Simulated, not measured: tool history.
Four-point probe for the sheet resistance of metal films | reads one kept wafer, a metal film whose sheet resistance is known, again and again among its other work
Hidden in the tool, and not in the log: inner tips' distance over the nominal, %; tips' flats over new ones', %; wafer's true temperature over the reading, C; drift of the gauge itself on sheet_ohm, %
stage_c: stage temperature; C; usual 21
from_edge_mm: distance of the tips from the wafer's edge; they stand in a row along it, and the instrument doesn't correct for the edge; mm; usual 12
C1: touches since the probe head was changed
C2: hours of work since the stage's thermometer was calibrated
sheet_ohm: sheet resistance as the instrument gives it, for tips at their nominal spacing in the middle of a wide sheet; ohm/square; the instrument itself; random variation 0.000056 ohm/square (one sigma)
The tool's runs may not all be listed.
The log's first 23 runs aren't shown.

At hour 1326.8: stage's thermometer calibrated.
Run 24, hour 1353: usual settings but stage_c 24 C, from_edge_mm 5 mm; C1 114411; C2 20. Result: sheet_ohm 0.281491 ohm/square.
Run 25, hour 1412.1: usual settings but stage_c 24 C, from_edge_mm 5 mm; C1 116526; C2 65. Result: sheet_ohm 0.281368 ohm/square.
Run 26, hour 1467.9: usual settings but stage_c 29 C, from_edge_mm 13 mm; C1 118521; C2 108. Result: sheet_ohm 0.279833 ohm/square.
Run 27, hour 1511.7: usual settings but stage_c 23 C, from_edge_mm 9 mm; C1 120090; C2 142. Result: sheet_ohm 0.279504 ohm/square.
Run 28, hour 1592.2: usual settings but stage_c 31 C, from_edge_mm 31 mm; C1 122970; C2 203. Result: sheet_ohm 0.279607 ohm/square.
Run 29, hour 1627.4: usual settings but stage_c 31 C, from_edge_mm 31 mm; C1 124230; C2 230. Result: sheet_ohm 0.279523 ohm/square.
Run 30, hour 1704: usual settings but stage_c 23 C, from_edge_mm 11 mm; C1 126970; C2 289. Result: sheet_ohm 0.279013 ohm/square.
Run 31, hour 1759.9: usual settings but stage_c 29 C, from_edge_mm 21 mm; C1 128970; C2 332. Result: sheet_ohm 0.279174 ohm/square.
At hour 1802.8: new probe head fitted.
Run 32, hour 1804.7: usual settings but stage_c 29 C, from_edge_mm 21 mm; C1 71; C2 365. Result: sheet_ohm 0.283755 ohm/square.
Run 33, hour 1880.3: usual settings but stage_c 29 C, from_edge_mm 17 mm; C1 2776; C2 423. Result: sheet_ohm 0.283684 ohm/square.
Run 34, hour 1937.7: usual settings but stage_c 24 C; C1 4828; C2 467. Result: sheet_ohm 0.283382 ohm/square.
Run 35, hour 1982.4: usual settings but stage_c 32 C, from_edge_mm 15 mm; C1 6427; C2 502. Result: sheet_ohm 0.283895 ohm/square.
Run 36, hour 2058.6: usual settings but stage_c 25 C, from_edge_mm 74 mm; C1 9156; C2 560. Result: sheet_ohm 0.282972 ohm/square.
Run 37, hour 2122.9: usual settings but stage_c 25 C, from_edge_mm 74 mm; C1 11455; C2 609. Result: sheet_ohm 0.282804 ohm/square.
Run 38, hour 2192.3: usual settings but stage_c 27 C, from_edge_mm 75 mm; C1 13938; C2 662. Result: sheet_ohm 0.282984 ohm/square.
Run 39, hour 2231: usual settings but stage_c 27 C, from_edge_mm 75 mm; C1 15325; C2 692. Result: sheet_ohm 0.282961 ohm/square.
Run 40, hour 2284.5: usual settings but stage_c 28 C, from_edge_mm 4 mm; C1 17237; C2 733. Result: sheet_ohm 0.286738 ohm/square.
Run 41, hour 2342: usual settings but stage_c 28 C, from_edge_mm 4 mm; C1 19296; C2 777. Result: sheet_ohm 0.286652 ohm/square.
Run 42, hour 2382.9: usual settings but stage_c 28 C, from_edge_mm 4 mm; C1 20761; C2 808. Result: sheet_ohm 0.286715 ohm/square.
Run 43, hour 2429.7: usual settings but stage_c 27 C, from_edge_mm 4 mm; C1 22435; C2 844. Result: sheet_ohm 0.286533 ohm/square.

Forecast run 44:
Run 44, hour 2475.3: usual settings but stage_c 30 C, from_edge_mm 26 mm; C1 24066; C2 879. Result: sheet_ohm ?.

sheet_ohm: 0.282987 ohm/square
Without the tool's hidden state the same run would have given sheet_ohm 0.282721 ohm/square.

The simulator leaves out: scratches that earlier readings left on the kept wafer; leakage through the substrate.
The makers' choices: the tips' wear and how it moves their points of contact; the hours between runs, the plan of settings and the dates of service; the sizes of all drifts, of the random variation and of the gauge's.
